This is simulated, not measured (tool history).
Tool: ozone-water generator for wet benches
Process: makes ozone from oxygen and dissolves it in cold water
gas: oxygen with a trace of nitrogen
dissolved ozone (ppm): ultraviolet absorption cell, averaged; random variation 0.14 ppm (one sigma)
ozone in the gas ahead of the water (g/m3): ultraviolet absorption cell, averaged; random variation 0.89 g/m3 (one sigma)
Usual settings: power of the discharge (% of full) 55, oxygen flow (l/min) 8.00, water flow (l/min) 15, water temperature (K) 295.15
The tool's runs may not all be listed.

| run | hour | power of the discharge (% of full) | oxygen flow (l/min) | water flow (l/min) | water temperature (K) | dissolved ozone (ppm) | ozone in the gas ahead of the water (g/m3) |
|---|---|---|---|---|---|---|---|
| 1 | 0.0 | 55 | 8.00 | 15 | 295.15 | 17.6 | 145.6 |
| 2 | 53.4 | 55 | 8.00 | 15 | 295.15 | 17.4 | 146.5 |
| 3 | 94.9 | 55 | 8.00 | 15 | 295.15 | 17.4 | 146.3 |
| 4 | 183.7 | 55 | 8.00 | 15 | 295.15 | 17.2 | 147.2 |
| 5 | 265.6 | 55 | 8.00 | 15 | 295.15 | 17.3 | 145.2 |
| 6 | 341.5 | 55 | 8.00 | 15 | 295.15 | 17.5 | 148.0 |
| 7 | 394.5 | 55 | 8.00 | 15 | 295.15 | 17.7 | 146.9 |
| 8 | 436.5 | 55 | 8.00 | 15 | 295.15 | 17.7 | 146.6 |
| 9 | 505.2 | 55 | 8.00 | 15 | 294.15 | 17.7 | 144.6 |
| 10 | 559.4 | 55 | 8.00 | 15 | 294.15 | 18.0 | 148.0 |
| 11 | 636.4 | 55 | 8.00 | 15 | 294.15 | 18.0 | 145.7 |
| 12 | 689.9 | 55 | 8.00 | 15 | 294.15 | 17.8 | 144.5 |
| 13 | 772.6 | 55 | 8.00 | 15 | 297.15 | 16.5 | 149.1 |
| 14 | 842.8 | 55 | 9.92 | 10 | 302.15 | 18.6 | 134.2 |
| 15 | 900.7 | 55 | 9.92 | 16 | 297.15 | 15.4 | 135.2 |

Forecast run 16:
| 16 | 960.4 | 55 | 9.68 | 15 | 293.15 | ? | ? |

dissolved ozone (ppm): 18.1
ozone in the gas ahead of the water (g/m3): 135.8
Without the tool's hidden state the same run would have given dissolved ozone (ppm) 18.2, ozone in the gas ahead of the water (g/m3) 135.8.

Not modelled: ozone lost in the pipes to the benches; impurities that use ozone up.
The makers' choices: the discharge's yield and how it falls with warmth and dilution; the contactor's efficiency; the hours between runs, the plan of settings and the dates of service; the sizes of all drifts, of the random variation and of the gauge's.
